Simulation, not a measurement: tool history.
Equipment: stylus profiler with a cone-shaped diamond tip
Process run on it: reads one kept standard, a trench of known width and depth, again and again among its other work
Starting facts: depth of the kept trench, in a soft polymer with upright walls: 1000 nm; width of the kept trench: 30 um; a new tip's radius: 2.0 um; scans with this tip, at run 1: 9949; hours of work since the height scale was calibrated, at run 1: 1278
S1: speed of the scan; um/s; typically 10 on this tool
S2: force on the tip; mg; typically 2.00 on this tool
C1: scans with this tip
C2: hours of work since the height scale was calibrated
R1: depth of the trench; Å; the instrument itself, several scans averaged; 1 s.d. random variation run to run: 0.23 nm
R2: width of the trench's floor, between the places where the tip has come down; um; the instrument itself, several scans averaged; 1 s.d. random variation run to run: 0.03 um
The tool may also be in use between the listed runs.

Run 1, day 0.000: usual settings; C1 9949; C2 1278. Result: R1 10132.5 Å, R2 26.00 um.
Run 2, day 3.042: usual settings; C1 10257; C2 1317. Result: R1 10131.4 Å, R2 25.97 um.
Run 3, day 5.638: usual settings; C1 10521; C2 1351. Result: R1 10134.2 Å, R2 25.96 um.
Run 4, day 8.750: usual settings; C1 10836; C2 1392. Result: R1 10134.5 Å, R2 25.99 um.
Run 5, day 10.438: usual settings; C1 11007; C2 1414. Result: R1 10134.9 Å, R2 25.98 um.
Run 6, day 12.050: usual settings; C1 11171; C2 1435. Result: R1 10135.3 Å, R2 25.93 um.
Run 7, day 14.033: usual settings; C1 11372; C2 1461. Result: R1 10136.9 Å, R2 25.99 um.
Run 8, day 16.054: usual settings but S1 6 um/s; C1 11577; C2 1487. Result: R1 10134.1 Å, R2 25.93 um.
Run 9, day 18.462: usual settings but S1 6 um/s; C1 11821; C2 1518. Result: R1 10139.8 Å, R2 25.95 um.
Run 10, day 21.012: usual settings but S1 4 um/s, S2 2.25 mg; C1 12080; C2 1551. Result: R1 10148.0 Å, R2 25.96 um.
Run 11, day 23.246: usual settings but S1 12 um/s, S2 1.49 mg; C1 12306; C2 1581. Result: R1 10118.9 Å, R2 25.87 um.
Run 12, day 26.650: usual settings but S1 5 um/s, S2 0.83 mg; C1 12652; C2 1625. Result: R1 10101.2 Å, R2 25.89 um.
Run 13, day 29.350: usual settings but S1 7 um/s, S2 1.04 mg; C1 12925; C2 1660. Result: R1 10103.2 Å, R2 25.84 um.
Run 14, day 31.800: usual settings but S1 7 um/s, S2 4.34 mg; C1 13174; C2 1692. Result: R1 10204.1 Å, R2 25.89 um.
Run 15, day 33.346: usual settings but S1 7 um/s, S2 1.40 mg; C1 13331; C2 1712. Result: R1 10124.1 Å, R2 25.86 um.
Run 16, day 36.692: usual settings but S1 8 um/s, S2 3.34 mg; C1 13670; C2 1756. Result: R1 10177.8 Å, R2 25.84 um.
Run 17, day 39.275: usual settings but S1 8 um/s, S2 3.67 mg; C1 13932; C2 1789. Result: R1 10191.0 Å, R2 25.86 um.
Run 18, day 42.271: usual settings but S1 7 um/s, S2 3.26 mg; C1 14236; C2 1828. Result: R1 10183.5 Å, R2 25.86 um.

Each row is a separate what-if for the run after 18, all from the same tool condition, not one after another. Results?
Run A, day 45.846: usual settings but S1 6 um/s, S2 1.28 mg; C1 14599; C2 1875. Result: R1 ?, R2 ?.
Run B, day 45.846: usual settings but S1 30 um/s, S2 1.92 mg; C1 14599; C2 1875. Result: R1 ?, R2 ?.
Run C, day 45.846: usual settings but S2 1.53 mg; C1 14599; C2 1875. Result: R1 ?, R2 ?.

run       R1     R2
  A  10120.6  25.83
  B  10141.7  25.71
  C  10130.1  25.84
With the hidden condition removed and each run's random variation left untouched, the same runs would have given:
run       R1     R2
  A  10068.3  26.49
  B  10089.2  26.38
  C  10077.8  26.51
